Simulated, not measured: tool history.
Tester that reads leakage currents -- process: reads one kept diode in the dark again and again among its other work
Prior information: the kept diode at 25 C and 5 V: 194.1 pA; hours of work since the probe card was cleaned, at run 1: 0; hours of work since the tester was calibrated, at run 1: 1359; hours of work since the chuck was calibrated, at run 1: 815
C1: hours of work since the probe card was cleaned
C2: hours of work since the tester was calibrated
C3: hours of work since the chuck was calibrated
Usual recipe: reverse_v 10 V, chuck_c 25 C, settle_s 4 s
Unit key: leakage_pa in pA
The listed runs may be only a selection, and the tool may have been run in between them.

Run 1, hour 0: usual settings; C1 0; C2 1359; C3 815. Result: leakage_pa 233.84 pA.
Run 2, hour 50.7: usual settings; C1 24; C2 1384; C3 839. Result: leakage_pa 233.4 pA.
Run 3, hour 104.5: usual settings; C1 50; C2 1410; C3 865. Result: leakage_pa 233.43 pA.
Run 4, hour 157.5: usual settings; C1 76; C2 1435; C3 891. Result: leakage_pa 232.73 pA.
Run 5, hour 264.2: usual settings; C1 128; C2 1487; C3 942. Result: leakage_pa 232.8 pA.
Run 6, hour 353.6: usual settings; C1 171; C2 1530; C3 985. Result: leakage_pa 232.34 pA.
Run 7, hour 423.8: usual settings; C1 205; C2 1564; C3 1019. Result: leakage_pa 233.29 pA.
Run 8, hour 496.7: usual settings but settle_s 0.46 s; C1 240; C2 1599; C3 1055. Result: leakage_pa 237.52 pA.
Run 9, hour 551.6: usual settings but reverse_v 12.9 V; C1 266; C2 1626; C3 1081. Result: leakage_pa 251.69 pA.
Run 10, hour 620.1: usual settings but reverse_v 12.9 V; C1 300; C2 1659; C3 1114. Result: leakage_pa 251 pA.
Run 11, hour 701.6: usual settings but reverse_v 12.9 V, chuck_c 21 C; C1 339; C2 1698; C3 1154. Result: leakage_pa 183.93 pA.
Run 12, hour 788: usual settings but reverse_v 12.9 V, chuck_c 21 C; C1 381; C2 1740; C3 1195. Result: leakage_pa 183.83 pA.
Run 13, hour 842.2: usual settings; C1 407; C2 1766; C3 1221. Result: leakage_pa 231.85 pA.
Run 14, hour 908: usual settings; C1 439; C2 1798; C3 1253. Result: leakage_pa 231.6 pA.
Run 15, hour 962.1: usual settings; C1 465; C2 1824; C3 1279. Result: leakage_pa 231.29 pA.
Run 16, hour 1032.3: usual settings but reverse_v 12.4 V; C1 499; C2 1858; C3 1313. Result: leakage_pa 247.32 pA.
Run 17, hour 1129.6: usual settings but reverse_v 12.4 V; C1 546; C2 1905; C3 1360. Result: leakage_pa 247.68 pA.
At hour 1141.5: chuck's temperature calibrated.
Run 18, hour 1197.8: usual settings but reverse_v 1.7 V, chuck_c 28 C, settle_s 0.32 s; C1 578; C2 1937; C3 27. Result: leakage_pa 167.05 pA.
Run 19, hour 1254.5: usual settings but reverse_v 4.6 V, chuck_c 39 C, settle_s 0.36 s; C1 605; C2 1964; C3 55. Result: leakage_pa 513.49 pA.
Run 20, hour 1344.8: usual settings but reverse_v 6.3 V, chuck_c 39 C, settle_s 3.42 s; C1 649; C2 2008; C3 98. Result: leakage_pa 559.66 pA.
Run 21, hour 1412.4: usual settings but reverse_v 2.7 V; C1 681; C2 2041; C3 131. Result: leakage_pa 151.45 pA.
Run 22, hour 1514.7: usual settings but reverse_v 2.7 V; C1 731; C2 2090; C3 180. Result: leakage_pa 151.45 pA.
Run 23, hour 1602: usual settings but reverse_v 1.5 V, chuck_c 33 C, settle_s 3.09 s; C1 773; C2 2132; C3 222. Result: leakage_pa 230.85 pA.
At hour 1704.4: chuck's temperature calibrated, once more.
Run 24, hour 1708: usual settings but reverse_v 1.5 V, chuck_c 33 C, settle_s 3.09 s; C1 823; C2 2182; C3 2. Result: leakage_pa 244.17 pA.
Run 25, hour 1796.8: usual settings but reverse_v 1.5 V, chuck_c 33 C, settle_s 3.09 s; C1 866; C2 2225; C3 45. Result: leakage_pa 242.9 pA.
Run 26, hour 1875.4: usual settings but reverse_v 1.5 V, chuck_c 33 C, settle_s 3.09 s; C1 904; C2 2263; C3 83. Result: leakage_pa 243.39 pA.
Run 27, hour 1921.4: usual settings but reverse_v 19.4 V, chuck_c 35 C; C1 926; C2 2285; C3 105. Result: leakage_pa 626.5 pA.
Run 28, hour 1984.6: usual settings but reverse_v 1 V, chuck_c 51 C, settle_s 9.99 s; C1 957; C2 2316; C3 135. Result: leakage_pa 749.11 pA.
Run 29, hour 2049.9: usual settings but reverse_v 7.9 V, chuck_c 51 C, settle_s 1.34 s; C1 988; C2 2348; C3 167. Result: leakage_pa 1420.28 pA.
Run 30, hour 2127.5: usual settings but chuck_c 44 C, settle_s 4.79 s; C1 1026; C2 2385; C3 204. Result: leakage_pa 957.23 pA.
Run 31, hour 2235.1: usual settings but chuck_c 44 C, settle_s 4.79 s; C1 1078; C2 2437; C3 256. Result: leakage_pa 951.63 pA.

Consider 3 possible next runs. They are alternatives, not a sequence: every one starts from the tool as it was left by run 31. What does each give?
Run A, hour 2326: usual settings but chuck_c 59 C, settle_s 4.79 s; C1 1122; C2 2481; C3 300. Result: leakage_pa ?.
Run B, hour 2326: usual settings but reverse_v 5 V, chuck_c 44 C, settle_s 4.79 s; C1 1122; C2 2481; C3 300. Result: leakage_pa ?.
Run C, hour 2326: usual settings but reverse_v 7.8 V, chuck_c 33 C; C1 1122; C2 2481; C3 300. Result: leakage_pa ?.

run  leakage_pa
  A     2548.93
  B      767.45
  C       404.6
Without the tool's hidden state the same runs would have given:
run  leakage_pa
  A     2592.79
  B      780.25
  C      409.16
